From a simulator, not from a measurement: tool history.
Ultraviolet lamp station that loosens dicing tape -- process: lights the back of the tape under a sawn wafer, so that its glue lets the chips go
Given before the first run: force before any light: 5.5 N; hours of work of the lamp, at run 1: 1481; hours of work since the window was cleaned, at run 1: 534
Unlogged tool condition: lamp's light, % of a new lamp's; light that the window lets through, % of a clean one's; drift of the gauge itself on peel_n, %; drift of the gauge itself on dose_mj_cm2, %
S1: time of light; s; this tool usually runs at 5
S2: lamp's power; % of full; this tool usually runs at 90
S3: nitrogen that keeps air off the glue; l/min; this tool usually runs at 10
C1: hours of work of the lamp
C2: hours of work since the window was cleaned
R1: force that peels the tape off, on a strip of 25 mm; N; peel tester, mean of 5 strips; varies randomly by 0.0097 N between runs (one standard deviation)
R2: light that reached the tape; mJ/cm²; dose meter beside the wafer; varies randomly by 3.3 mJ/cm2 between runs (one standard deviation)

| run | hour | S1 | S2 | S3 | C1 | C2 | R1 | R2 |
|---|---|---|---|---|---|---|---|---|
| 1 | 0.0 | 5 | 90 | 10 | 1481 | 534 | 0.901 | 346 |
| 2 | 40.7 | 5 | 90 | 10 | 1508 | 562 | 0.893 | 349 |
| 3 | 107.9 | 5 | 90 | 10 | 1553 | 606 | 0.928 | 348 |
|  | 160.9 | window cleaned of glue's vapour |
| 4 | 178.7 | 5 | 73 | 10 | 1600 | 12 | 1.184 | 296 |
| 5 | 216.0 | 5 | 90 | 10 | 1625 | 37 | 0.835 | 364 |
| 6 | 282.0 | 5 | 71 | 10 | 1669 | 81 | 1.266 | 278 |
| 7 | 315.8 | 5 | 71 | 10 | 1692 | 104 | 1.309 | 278 |
|  | 366.9 | lamp changed |
| 8 | 366.9 | 5 | 71 | 10 | 0 | 137 | 0.726 | 400 |
| 9 | 400.8 | 5 | 90 | 10 | 23 | 160 | 0.446 | 506 |
| 10 | 434.0 | 5 | 90 | 10 | 45 | 182 | 0.442 | 508 |
| 11 | 501.2 | 7 | 69 | 9 | 90 | 227 | 0.431 | 539 |
| 12 | 541.3 | 3 | 64 | 4 | 117 | 254 | 2.663 | 209 |
| 13 | 611.6 | 3 | 64 | 4 | 164 | 301 | 2.554 | 210 |
| 14 | 685.3 | 9 | 63 | 3 | 213 | 350 | 0.776 | 614 |
| 15 | 755.4 | 2 | 68 | 3 | 260 | 397 | 3.357 | 144 |
| 16 | 786.8 | 3 | 70 | 6 | 281 | 418 | 2.150 | 220 |
| 17 | 832.9 | 4 | 84 | 7 | 312 | 449 | 1.137 | 350 |

For some of the steps in R1 from one run to the next: how much would appear even if the tool had no hidden state, given the settings, what came in and random variation, and how much remains for the hidden state plus any gauge scatter that the measured result and the result without hidden state don't share?
Run 7 -> 8: lamp changed. R1 -0.583 N: hidden state -0.595, all else +0.012.
Run 14 -> 15: S1 9 -> 2, S2 63 -> 68. R1 +2.581 N: hidden state +0.043, all else +2.538.

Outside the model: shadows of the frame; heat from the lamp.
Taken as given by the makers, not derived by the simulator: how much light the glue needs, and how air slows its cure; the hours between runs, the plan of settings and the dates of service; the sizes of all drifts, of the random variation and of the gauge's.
